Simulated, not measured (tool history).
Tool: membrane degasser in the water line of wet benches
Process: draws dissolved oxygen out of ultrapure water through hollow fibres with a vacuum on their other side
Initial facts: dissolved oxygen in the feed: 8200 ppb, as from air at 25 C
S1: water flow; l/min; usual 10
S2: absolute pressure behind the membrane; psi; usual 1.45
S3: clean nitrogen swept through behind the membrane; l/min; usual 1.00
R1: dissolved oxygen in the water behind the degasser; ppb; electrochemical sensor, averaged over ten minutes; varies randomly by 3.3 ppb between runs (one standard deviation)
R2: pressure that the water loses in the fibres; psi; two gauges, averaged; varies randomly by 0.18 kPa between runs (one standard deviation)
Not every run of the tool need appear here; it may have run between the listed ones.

| run | day | S1 | S2 | S3 | R1 | R2 |
|---|---|---|---|---|---|---|
| 1 | 0.000 | 10 | 1.45 | 1.00 | 349.4 | 5.008 |
| 2 | 1.129 | 10 | 1.45 | 1.00 | 346.8 | 4.997 |
| 3 | 3.067 | 10 | 1.45 | 1.00 | 350.3 | 5.005 |
| 4 | 3.912 | 10 | 1.45 | 1.00 | 355.2 | 5.018 |
| 5 | 5.258 | 10 | 1.45 | 1.00 | 356.6 | 4.982 |
| 6 | 7.021 | 10 | 1.45 | 1.00 | 356.3 | 4.966 |
| 7 | 8.775 | 11 | 1.45 | 1.00 | 410.2 | 5.514 |
| 8 | 10.254 | 14 | 1.45 | 1.00 | 608.0 | 7.046 |
| 9 | 12.212 | 14 | 1.45 | 1.00 | 611.8 | 7.037 |
| 10 | 13.771 | 14 | 1.45 | 1.00 | 608.7 | 7.046 |
| 11 | 15.138 | 10 | 1.45 | 1.00 | 349.3 | 5.020 |
|  | 15.271 | vacuum gauge calibrated |
| 12 | 16.262 | 10 | 1.45 | 1.00 | 357.1 | 5.031 |
| 13 | 17.475 | 10 | 1.45 | 1.00 | 353.4 | 5.015 |
| 14 | 19.000 | 10 | 1.12 | 1.07 | 292.0 | 5.047 |
| 15 | 20.046 | 12 | 1.64 | 0.54 | 672.1 | 6.036 |
|  | 20.196 | vacuum gauge calibrated, once more |
| 16 | 21.146 | 9 | 2.29 | 1.25 | 364.3 | 4.547 |
| 17 | 22.012 | 13 | 1.25 | 1.25 | 470.2 | 6.525 |
| 18 | 23.350 | 14 | 0.94 | 1.25 | 501.9 | 7.078 |
| 19 | 24.488 | 14 | 0.94 | 1.25 | 495.8 | 7.026 |
| 20 | 25.775 | 14 | 0.94 | 1.25 | 491.8 | 7.062 |
| 21 | 27.433 | 14 | 0.94 | 1.25 | 495.9 | 7.030 |
| 22 | 29.412 | 9 | 0.94 | 1.02 | 220.0 | 4.544 |
| 23 | 31.058 | 9 | 0.94 | 1.02 | 223.3 | 4.557 |
| 24 | 32.638 | 8 | 1.45 | 1.00 | 241.4 | 4.090 |
| 25 | 34.329 | 10 | 1.23 | 1.00 | 325.5 | 5.085 |

3 options for the next run, each taken on its own from the tool as it stands now. Forecast them:
| A | 35.183 | 10 | 1.45 | 1.82 | ? | ? |
| B | 35.183 | 9 | 3.00 | 1.32 | ? | ? |
| C | 35.183 | 9 | 1.23 | 1.00 | ? | ? |

| run | R1 | R2 |
|---|---|---|
| A | 289.6 | 5.042 |
| B | 429.0 | 4.602 |
| C | 263.6 | 4.547 |
Without the tool's unlogged condition, the same runs would have read:
| run | R1 | R2 |
|---|---|---|
| A | 269.2 | 4.908 |
| B | 409.2 | 4.483 |
| C | 246.4 | 4.428 |

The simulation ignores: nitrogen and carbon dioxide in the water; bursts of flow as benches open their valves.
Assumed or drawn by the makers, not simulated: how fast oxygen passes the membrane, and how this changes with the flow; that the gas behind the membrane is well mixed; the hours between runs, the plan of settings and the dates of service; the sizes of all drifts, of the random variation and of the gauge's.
